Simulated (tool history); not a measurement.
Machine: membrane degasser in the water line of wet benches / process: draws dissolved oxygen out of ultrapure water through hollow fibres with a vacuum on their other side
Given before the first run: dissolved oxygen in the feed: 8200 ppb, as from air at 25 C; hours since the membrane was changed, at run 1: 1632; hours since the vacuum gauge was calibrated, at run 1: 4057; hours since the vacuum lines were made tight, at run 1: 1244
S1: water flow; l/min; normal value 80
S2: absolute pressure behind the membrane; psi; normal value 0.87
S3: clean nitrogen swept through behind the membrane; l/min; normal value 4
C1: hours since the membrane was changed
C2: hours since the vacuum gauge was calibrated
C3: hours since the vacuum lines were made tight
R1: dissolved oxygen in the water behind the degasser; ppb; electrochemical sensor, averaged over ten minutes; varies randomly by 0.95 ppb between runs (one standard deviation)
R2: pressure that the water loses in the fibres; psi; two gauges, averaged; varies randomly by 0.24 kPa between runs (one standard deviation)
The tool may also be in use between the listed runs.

{"run": 1, "hour": 0.0, "S1": 80, "S2": 0.87, "S3": 4, "C1": 1632, "C2": 4057, "C3": 1244, "R1": 139.5, "R2": 9.355}
{"run": 2, "hour": 46.7, "S1": 80, "S2": 0.87, "S3": 4, "C1": 1679, "C2": 4104, "C3": 1291, "R1": 137.8, "R2": 9.34}
{"run": 3, "hour": 96.8, "S1": 80, "S2": 0.87, "S3": 4, "C1": 1729, "C2": 4154, "C3": 1341, "R1": 141.2, "R2": 9.319}
{"run": 4, "hour": 165.2, "S1": 80, "S2": 0.87, "S3": 4, "C1": 1797, "C2": 4222, "C3": 1409, "R1": 140.6, "R2": 9.351}
{"run": 5, "hour": 246.2, "S1": 80, "S2": 1.546, "S3": 4, "C1": 1878, "C2": 4303, "C3": 1490, "R1": 340.9, "R2": 9.351}
{"run": 6, "hour": 303.1, "S1": 80, "S2": 1.546, "S3": 4, "C1": 1935, "C2": 4360, "C3": 1547, "R1": 337.1, "R2": 9.38}
{"run": 7, "hour": 352.9, "S1": 80, "S2": 1.546, "S3": 4, "C1": 1985, "C2": 4410, "C3": 1597, "R1": 341.2, "R2": 9.362}
{"run": 8, "hour": 422.1, "S1": 80, "S2": 0.87, "S3": 4, "C1": 2054, "C2": 4479, "C3": 1666, "R1": 141, "R2": 9.345}
{"run": 9, "hour": 459.1, "S1": 80, "S2": 0.87, "S3": 4.98, "C1": 2091, "C2": 4516, "C3": 1703, "R1": 118.5, "R2": 9.445}
{"run": 10, "hour": 493.8, "S1": 80, "S2": 0.87, "S3": 4.98, "C1": 2126, "C2": 4551, "C3": 1738, "R1": 117, "R2": 9.355}
{"run": 11, "hour": 527.2, "S1": 80, "S2": 0.87, "S3": 4.98, "C1": 2159, "C2": 4584, "C3": 1771, "R1": 119.7, "R2": 9.401}
{"run": 12, "hour": 560.6, "S1": 80, "S2": 0.87, "S3": 4.98, "C1": 2193, "C2": 4618, "C3": 1804, "R1": 120.9, "R2": 9.411}
{"run": 13, "hour": 609.2, "S1": 57, "S2": 0.87, "S3": 4.98, "C1": 2241, "C2": 4666, "C3": 1853, "R1": 78.6, "R2": 6.688}
{"run": 14, "hour": 649.6, "S1": 48, "S2": 1.481, "S3": 10.61, "C1": 2282, "C2": 4706, "C3": 1893, "R1": 77.3, "R2": 5.678}
{"run": 15, "hour": 730.7, "S1": 80, "S2": 0.779, "S3": 1.98, "C1": 2363, "C2": 4788, "C3": 1975, "R1": 194.1, "R2": 9.414}
{"run": 16, "hour": 785.3, "S1": 81, "S2": 1.944, "S3": 6.65, "C1": 2417, "C2": 4842, "C3": 2029, "R1": 293.8, "R2": 9.571}
{"run": 17, "hour": 844.0, "S1": 81, "S2": 1.944, "S3": 6.65, "C1": 2476, "C2": 4901, "C3": 2088, "R1": 295.1, "R2": 9.575}
{"run": 18, "hour": 922.0, "S1": 67, "S2": 0.612, "S3": 3.29, "C1": 2554, "C2": 4979, "C3": 2166, "R1": 55.5, "R2": 7.87}
{"run": 19, "hour": 961.0, "S1": 67, "S2": 0.612, "S3": 3.29, "C1": 2593, "C2": 5018, "C3": 2205, "R1": 55.2, "R2": 7.892}
{"run": 20, "hour": 1003.4, "S1": 110, "S2": 1.191, "S3": 3.54, "C1": 2635, "C2": 5060, "C3": 2247, "R1": 378, "R2": 13.02}
{"run": 21, "hour": 1040.8, "S1": 98, "S2": 1.199, "S3": 7.8, "C1": 2673, "C2": 5098, "C3": 2285, "R1": 185, "R2": 11.486}
{"run": 22, "hour": 1089.2, "S1": 98, "S2": 1.199, "S3": 7.8, "C1": 2721, "C2": 5146, "C3": 2333, "R1": 186.9, "R2": 11.604}
{"run": 23, "hour": 1149.8, "S1": 96, "S2": 0.558, "S3": 4.53, "C1": 2782, "C2": 5207, "C3": 2394, "R1": 70.2, "R2": 11.317}
{"run": 24, "hour": 1216.7, "S1": 96, "S2": 0.558, "S3": 4.53, "C1": 2849, "C2": 5274, "C3": 2461, "R1": 70.3, "R2": 11.349}

3 ways to go on from here, each from the tool as it stands after run 24. What would each give?
{"run": "A", "hour": 1257.1, "S1": 86, "S2": 0.554, "S3": 7.35, "C1": 2889, "C2": 5314, "C3": 2501, "R1": "?", "R2": "?"}
{"run": "B", "hour": 1257.1, "S1": 96, "S2": 0.672, "S3": 2.42, "C1": 2889, "C2": 5314, "C3": 2501, "R1": "?", "R2": "?"}
{"run": "C", "hour": 1257.1, "S1": 96, "S2": 0.558, "S3": 8.69, "C1": 2889, "C2": 5314, "C3": 2501, "R1": "?", "R2": "?"}

run=A R1=41.2 R2=10.174
run=B R1=153.5 R2=11.309
run=C R1=54.6 R2=11.329
What these runs would have given with no unlogged condition in the tool:
run=A R1=35.2 R2=9.935
run=B R1=140.5 R2=11.04
run=C R1=47.3 R2=11.062
